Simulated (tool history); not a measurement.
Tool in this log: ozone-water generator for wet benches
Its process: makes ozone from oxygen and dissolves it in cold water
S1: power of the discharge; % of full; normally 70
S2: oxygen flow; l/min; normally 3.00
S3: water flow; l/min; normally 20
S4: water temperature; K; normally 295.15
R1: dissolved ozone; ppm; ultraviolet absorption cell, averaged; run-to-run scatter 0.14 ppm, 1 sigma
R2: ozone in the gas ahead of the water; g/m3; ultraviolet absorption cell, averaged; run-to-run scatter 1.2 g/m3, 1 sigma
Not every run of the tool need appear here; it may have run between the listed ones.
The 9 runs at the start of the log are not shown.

run	day	S1	S2	S3	S4	R1	R2
10	7.942	70	3.00	20	291.15	17.2	217.9
11	8.750	70	3.00	20	291.15	17.1	216.2
12	10.058	70	3.00	15	295.15	20.7	216.6
13	11.100	70	3.00	20	295.15	16.5	215.8
14	11.717	70	3.00	20	295.15	16.6	217.0
15	13.025	70	3.00	20	295.15	16.4	217.0
16	13.688	70	3.00	20	295.15	16.2	213.2
17	14.500	70	3.00	20	295.15	16.6	215.9
18	15.196	76	3.13	16	293.15	21.7	226.0
19	16.571	85	4.20	28	299.15	15.2	225.7
20	17.533	48	2.78	28	299.15	8.5	165.8
21	18.942	49	1.83	29	295.15	7.1	191.9
22	19.650	49	1.83	29	295.15	7.0	190.3
23	20.396	86	3.33	29	297.15	14.0	243.5
24	21.333	86	3.33	29	297.15	13.9	242.7
25	22.721	70	1.69	20	295.15	12.8	257.0
26	23.625	70	1.69	20	295.15	12.6	255.3
27	24.771	70	1.62	13	295.15	18.8	259.4
28	25.633	70	3.00	20	295.15	16.4	214.1
29	26.762	95	1.90	29	294.15	11.8	310.0
30	28.158	95	1.90	29	295.15	11.8	307.7
31	29.004	95	1.90	18	290.15	19.6	307.7
32	30.300	95	1.90	18	290.15	19.9	309.9

What if the next run were any one of these 3? Each begins from the tool's condition after run 32:
A	30.888	53	3.00	20	299.15	?	?
B	30.888	52	3.00	20	295.15	?	?
C	30.888	70	2.95	13	303.15	?	?

run	R1	R2
A	12.7	174.5
B	13.2	172.0
C	19.9	215.7
With the hidden condition removed and each run's random variation left untouched, the same runs would have given:
run	R1	R2
A	13.0	177.0
B	13.4	174.4
C	20.4	219.6

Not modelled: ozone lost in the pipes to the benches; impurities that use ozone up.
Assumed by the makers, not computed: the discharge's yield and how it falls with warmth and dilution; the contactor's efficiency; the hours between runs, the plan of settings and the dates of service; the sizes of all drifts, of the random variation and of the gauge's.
